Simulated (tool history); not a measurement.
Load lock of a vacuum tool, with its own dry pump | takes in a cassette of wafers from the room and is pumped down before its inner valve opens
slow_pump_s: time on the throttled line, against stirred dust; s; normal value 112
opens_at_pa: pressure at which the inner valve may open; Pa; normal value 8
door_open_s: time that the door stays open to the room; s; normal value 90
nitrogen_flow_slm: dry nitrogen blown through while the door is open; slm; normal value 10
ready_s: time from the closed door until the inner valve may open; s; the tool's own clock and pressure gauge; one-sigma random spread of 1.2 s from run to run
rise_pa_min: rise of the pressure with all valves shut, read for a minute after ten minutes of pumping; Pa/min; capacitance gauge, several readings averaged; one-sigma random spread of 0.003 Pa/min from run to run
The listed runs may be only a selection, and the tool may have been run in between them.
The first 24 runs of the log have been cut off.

run	hour	slow_pump_s	opens_at_pa	door_open_s	nitrogen_flow_slm	hours that the pump has run since its overhaul	times that the door has closed on its seal	incoming humidity of the room's air, %	ready_s	rise_pa_min
25	6019.3	152	8	90	10	6804	30661	45.1	265.4	0.023
26	6358	82	9	90	44	7143	31726	46.8	203	0.02
27	6576.7	122	13	101	8	7362	32413	47.9	229.3	0.029
28	6765.6	87	10	90	9	7551	33007	43	204.2	0.022
29	7094.2	87	10	68	19	7879	34040	44.9	202.9	0.018
30	7347	87	10	68	19	8132	34835	44.7	203.9	0.016
31	7653	71	8	90	21	8438	35797	45	196.2	0.019
32	7869.6	71	8	90	21	8655	36478	45.5	195.3	0.022
# hour 7972.2: door's seal changed, seat wiped
33	8069.6	65	8	163	23	8853	307	46.3	189.5	0.018
34	8367.6	84	8	90	6	9151	1244	45	205.1	0.024
35	8713.3	84	8	90	6	9497	2330	45.9	206.7	0.025
36	9043	84	8	90	6	9826	3367	44.9	205.8	0.022
37	9393.6	143	8	234	6	10177	4469	45.7	257.2	0.035

Here are 3 independent what-if runs from the current tool condition. What would each one return?
A	9712.6	143	8	234	29	10496	5472	48	?	?
B	9712.6	112	9	90	41	10496	5472	45.5	?	?
C	9712.6	115	11	234	33	10496	5472	44.4	?	?

run	ready_s	rise_pa_min
A	256.9	0.021
B	227.5	0.016
C	227.4	0.027
Without the tool's hidden state the same runs would have given:
run	ready_s	rise_pa_min
A	256.9	0.021
B	227.5	0.016
C	227.4	0.027
